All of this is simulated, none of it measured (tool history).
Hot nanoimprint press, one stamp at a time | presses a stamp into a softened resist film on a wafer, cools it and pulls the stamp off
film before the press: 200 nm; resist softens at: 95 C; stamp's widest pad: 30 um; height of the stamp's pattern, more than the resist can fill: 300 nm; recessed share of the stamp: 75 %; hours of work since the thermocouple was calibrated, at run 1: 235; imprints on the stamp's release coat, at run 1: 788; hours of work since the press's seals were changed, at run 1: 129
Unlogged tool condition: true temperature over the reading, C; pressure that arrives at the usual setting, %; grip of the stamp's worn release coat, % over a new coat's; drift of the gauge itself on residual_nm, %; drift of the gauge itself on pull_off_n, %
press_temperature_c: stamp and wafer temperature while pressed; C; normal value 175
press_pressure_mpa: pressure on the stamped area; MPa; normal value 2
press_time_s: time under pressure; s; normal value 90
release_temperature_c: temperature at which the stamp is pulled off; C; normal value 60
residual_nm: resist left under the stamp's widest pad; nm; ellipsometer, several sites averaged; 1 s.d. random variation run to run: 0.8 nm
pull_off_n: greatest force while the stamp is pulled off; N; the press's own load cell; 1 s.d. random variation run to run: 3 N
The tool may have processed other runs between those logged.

run   hour  press_temperature_c  press_pressure_mpa  press_time_s  release_temperature_c  hours of work since the thermocouple was calibrated  imprints on the stamp's release coat  hours of work since the press's seals were changed  residual_nm  pull_off_n
  1      0                  175                   2            90                     60                                                  235                                   788                                                 129        104.2         143
  2   42.6                  175                   2            90                     60                                                  257                                   897                                                 151        104.2         146
      65.1  -- stamp cleaned and given a new release coat
  3   92.9                  175                2.52            90                     60                                                  280                                    72                                                 174         95.7         139
  4  114.8                  175                2.52            90                     60                                                  292                                   128                                                 185         93.2         142
  5  156.6                  175                1.39            90                     60                                                  313                                   236                                                 207        120.5         146
  6  200.4                  175                   2            90                     60                                                  336                                   348                                                 230          106         146
  7  222.6                  175                   2            90                     49                                                  348                                   405                                                 242        104.3         190
  8  251.8                  175                   2            90                     49                                                  363                                   480                                                 257        104.3         178
  9  282.1                  175                1.31            90                     49                                                  379                                   558                                                 273        124.3         178
 10  303.4                  175                1.31            90                     49                                                  390                                   613                                                 284        124.4         187
 11  322.4                  180                1.52            90                     49                                                  400                                   662                                                 294         95.5         183
 12  344.7                  180                1.52            90                     49                                                  412                                   719                                                 305         95.1         180
 13  364.6                  185                1.52            90                     49                                                  422                                   770                                                 316         77.8         186
 14  402.7                  177                   2            90                     53                                                  442                                   868                                                 336         96.6         163
     439.3  -- stamp cleaned and given a new release coat
 15  448.3                  175                   2            54                     50                                                  462                                    23                                                 356        124.6         174
 16    467                  175                   2            54                     50                                                  472                                    71                                                 366        124.5         181
 17  506.5                  175                   2            54                     50                                                  493                                   172                                                 387        123.6         178
 18  541.5                  171                   2            86                     50                                                  511                                   262                                                 405        125.2         179
 19  573.5                  171                2.26            47                     58                                                  528                                   344                                                 422        141.1         147
 20  606.3                  175                1.49            90                     46                                                  545                                   429                                                 439        116.5         187

Each row is a separate what-if for the run after 20, all from the same tool condition, not one after another. Results?
  A  647.6                  185                1.49            90                     46                                                  566                                   535                                                 460            ?           ?
  B  647.6                  175                2.84            72                     46                                                  566                                   535                                                 460            ?           ?
  C  647.6                  186                1.49            90                     57                                                  566                                   535                                                 460            ?           ?
  D  647.6                  180                1.49            95                     50                                                  566                                   535                                                 460            ?           ?
  E  647.6                  173                1.49            90                     46                                                  566                                   535                                                 460            ?           ?

run  residual_nm  pull_off_n
  A           77         192
  B           98         193
  C         74.3         151
  D         96.6         177
  E        126.1         190
With no hidden state in the tool, these same runs would have given:
run  residual_nm  pull_off_n
  A         76.7         190
  B         97.7         191
  C         74.1         150
  D         96.3         175
  E        125.8         188
